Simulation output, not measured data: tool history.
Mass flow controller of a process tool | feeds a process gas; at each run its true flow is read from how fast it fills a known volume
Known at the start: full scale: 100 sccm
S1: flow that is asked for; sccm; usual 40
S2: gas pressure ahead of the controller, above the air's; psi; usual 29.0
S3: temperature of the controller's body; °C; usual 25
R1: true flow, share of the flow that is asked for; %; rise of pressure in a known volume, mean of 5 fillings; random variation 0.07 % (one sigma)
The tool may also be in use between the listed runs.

run,hour,S1,S2,S3,R1
1,0.0,40,29.0,25,97.30
2,139.7,40,31.3,25,97.36
3,305.6,40,29.0,25,97.21
4,454.2,40,29.0,25,97.09
5,550.0,40,29.0,25,97.03
6,675.7,40,29.0,25,97.07

Forecast run 7:
7,825.8,40,29.0,25,?

{"run 7": {"R1": 97.01}}
Without the tool's hidden state the same run would have given R1 98.65 %.
